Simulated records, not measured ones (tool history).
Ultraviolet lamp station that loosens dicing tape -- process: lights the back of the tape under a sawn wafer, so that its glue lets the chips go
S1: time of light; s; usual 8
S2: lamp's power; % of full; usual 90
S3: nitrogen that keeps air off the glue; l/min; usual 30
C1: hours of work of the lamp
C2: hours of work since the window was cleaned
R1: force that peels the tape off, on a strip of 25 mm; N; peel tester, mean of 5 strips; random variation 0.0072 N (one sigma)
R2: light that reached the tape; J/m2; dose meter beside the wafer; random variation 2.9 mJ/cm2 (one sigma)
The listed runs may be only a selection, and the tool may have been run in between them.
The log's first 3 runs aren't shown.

run	hour	S1	S2	S3	C1	C2	R1	R2
4	118.7	14	90	28	178	438	0.240	6580
5	168.3	8	90	30	216	476	0.315	3730
6	216.9	8	90	24	254	514	0.325	3670
7	253.9	8	90	24	283	543	0.348	3590
8	282.7	8	90	30	306	566	0.316	3640
9	347.3	8	90	30	356	616	0.323	3480
# hour 374.2: window cleaned of glue's vapour
10	382.8	8	80	30	383	7	0.426	2880
11	437.8	8	80	30	426	50	0.445	2830
12	468.4	8	80	30	450	73	0.438	2810
13	519.2	8	80	48	490	113	0.391	2740
14	549.4	8	80	48	513	137	0.410	2730
# hour 579.3: window cleaned of glue's vapour, once more
15	598.6	8	80	48	551	15	0.332	3220
16	655.3	8	80	48	595	59	0.312	3140
17	688.1	8	90	30	621	85	0.318	3550
18	729.1	8	90	30	653	117	0.340	3460
19	778.2	8	90	30	691	155	0.341	3400
20	836.3	8	90	30	737	200	0.340	3300
21	869.2	9	90	37	762	226	0.284	3620

The next listed run, before its measurement:
22	914.2	8	90	56	797	261	?	?

R1: 0.301 N
R2: 3200 J/m2
Without the tool's hidden state the same run would have given R1 0.242 N, R2 4270 J/m2.
